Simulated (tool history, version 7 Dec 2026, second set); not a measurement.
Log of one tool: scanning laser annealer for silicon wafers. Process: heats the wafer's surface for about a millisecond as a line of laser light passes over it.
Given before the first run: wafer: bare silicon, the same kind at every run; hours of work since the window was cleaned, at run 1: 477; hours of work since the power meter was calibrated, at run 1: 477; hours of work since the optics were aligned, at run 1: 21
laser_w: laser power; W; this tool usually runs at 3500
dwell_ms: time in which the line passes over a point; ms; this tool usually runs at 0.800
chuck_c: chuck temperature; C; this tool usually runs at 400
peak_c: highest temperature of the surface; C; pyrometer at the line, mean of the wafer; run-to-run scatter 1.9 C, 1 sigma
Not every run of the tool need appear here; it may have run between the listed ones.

run	hour	laser_w	dwell_ms	chuck_c	hours of work since the window was cleaned	hours of work since the power meter was calibrated	hours of work since the optics were aligned	peak_c
1	0.0	3500	0.800	400	477	477	21	1104
2	11.3	3500	0.800	400	485	485	30	1104
3	27.0	3500	0.800	400	497	497	42	1101
4	34.3	3500	0.800	387	503	503	48	1091
5	50.0	3500	0.800	391	515	515	60	1093
6	65.5	3500	0.800	391	527	527	72	1092
7	81.2	3500	0.800	391	539	539	84	1093
8	89.9	3500	0.800	391	546	546	91	1091
9	104.6	3500	0.800	391	557	557	102	1089
10	119.0	3500	0.800	391	568	568	113	1092
11	125.9	3815	0.800	400	573	573	118	1174
12	137.3	3815	0.800	400	582	582	127	1173
13	147.5	3815	0.800	400	590	590	135	1171
14	154.4	3815	0.800	400	595	595	140	1174
15	163.9	3500	0.800	400	603	603	148	1095
16	176.2	3500	0.800	400	612	612	157	1099
17	184.6	3500	0.800	400	619	619	163	1098
18	197.5	3541	0.800	400	628	628	173	1104
19	209.1	3723	0.800	400	637	637	182	1146
20	222.3	3723	0.800	400	648	648	192	1151
21	236.0	3368	0.967	403	658	658	203	1134
22	249.4	3336	0.572	376	668	668	213	925
23	265.4	3336	0.572	376	681	681	226	929
24	273.1	3427	0.572	376	687	687	232	948
25	282.7	3427	0.572	376	694	694	239	947
26	291.8	3427	0.662	376	701	701	246	984
27	301.3	3427	0.662	376	708	708	253	986
28	308.7	3500	0.640	400	714	714	259	1015
29	317.3	3500	0.640	400	721	721	266	1015
30	325.4	3500	0.640	400	727	727	272	1019
31	338.0	3500	0.640	390	737	737	282	1004
32	350.3	3500	0.640	390	746	746	291	1002
33	362.1	3705	0.640	394	755	755	300	1052
34	369.0	3727	0.660	374	761	761	305	1048
35	380.3	3630	0.958	400	769	769	314	1192

Here are 5 independent what-if runs from the current tool condition. What would each one return?
A	391.8	3252	0.678	400	778	778	323	?
B	391.8	3500	0.581	400	778	778	323	?
C	391.8	3013	0.841	379	778	778	323	?
D	391.8	3630	0.958	405	778	778	323	?
E	391.8	3500	0.800	362	778	778	323	?

run	peak_c
A	975
B	984
C	971
D	1193
E	1047
Without the tool's hidden state the same runs would have given:
run	peak_c
A	1007
B	1017
C	1004
D	1237
E	1085
